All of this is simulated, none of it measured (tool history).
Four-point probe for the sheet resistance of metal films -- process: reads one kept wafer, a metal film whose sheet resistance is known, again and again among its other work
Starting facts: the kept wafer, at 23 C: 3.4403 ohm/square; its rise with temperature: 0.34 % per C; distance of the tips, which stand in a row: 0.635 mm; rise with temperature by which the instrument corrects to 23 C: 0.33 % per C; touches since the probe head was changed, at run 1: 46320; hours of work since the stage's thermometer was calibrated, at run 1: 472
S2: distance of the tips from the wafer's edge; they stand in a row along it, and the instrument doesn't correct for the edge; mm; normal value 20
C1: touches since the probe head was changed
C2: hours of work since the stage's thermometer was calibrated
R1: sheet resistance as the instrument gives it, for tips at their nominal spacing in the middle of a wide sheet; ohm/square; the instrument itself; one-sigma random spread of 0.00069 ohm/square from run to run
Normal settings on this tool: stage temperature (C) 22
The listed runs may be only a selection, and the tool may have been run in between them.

Run 1, hour 0: usual settings; C1 46320; C2 472. Result: R1 3.438517 ohm/square.
Run 2, hour 19.9: usual settings; C1 46963; C2 482. Result: R1 3.438296 ohm/square.
Run 3, hour 46.1: usual settings; C1 47805; C2 494. Result: R1 3.439293 ohm/square.
Run 4, hour 68.7: usual settings but stage temperature (C) 25; C1 48534; C2 505. Result: R1 3.440573 ohm/square.
Run 5, hour 93.3: usual settings but stage temperature (C) 24; C1 49329; C2 517. Result: R1 3.439573 ohm/square.
Run 6, hour 132.1: usual settings but stage temperature (C) 19; C1 50580; C2 535. Result: R1 3.436171 ohm/square.
Run 7, hour 155.2: usual settings but S2 5 mm; C1 51324; C2 547. Result: R1 3.467492 ohm/square.
Run 8, hour 185.6: usual settings but S2 54 mm; C1 52305; C2 561. Result: R1 3.437687 ohm/square.
Run 9, hour 225.2: usual settings but S2 54 mm; C1 53580; C2 580. Result: R1 3.437092 ohm/square.
Run 10, hour 260.8: usual settings but S2 54 mm; C1 54730; C2 597. Result: R1 3.437511 ohm/square.
Run 11, hour 284.5: usual settings but S2 54 mm; C1 55493; C2 609. Result: R1 3.437202 ohm/square.
At hour 288.9: stage's thermometer calibrated.
Run 12, hour 322.1: usual settings but stage temperature (C) 34, S2 7 mm; C1 56690; C2 16. Result: R1 3.456929 ohm/square.
Run 13, hour 341.6: usual settings but stage temperature (C) 34, S2 7 mm; C1 57318; C2 25. Result: R1 3.458808 ohm/square.
Run 14, hour 365.1: usual settings but stage temperature (C) 20, S2 7 mm; C1 58075; C2 37. Result: R1 3.451101 ohm/square.

What will run 15 give?
Run 15, hour 400.1: usual settings but stage temperature (C) 28, S2 5 mm; C1 59206; C2 53. Result: R1 ?.

Run 15 came out at R1 3.469196 ohm/square.
Without the tool's hidden state the same run would have given R1 3.472121 ohm/square.
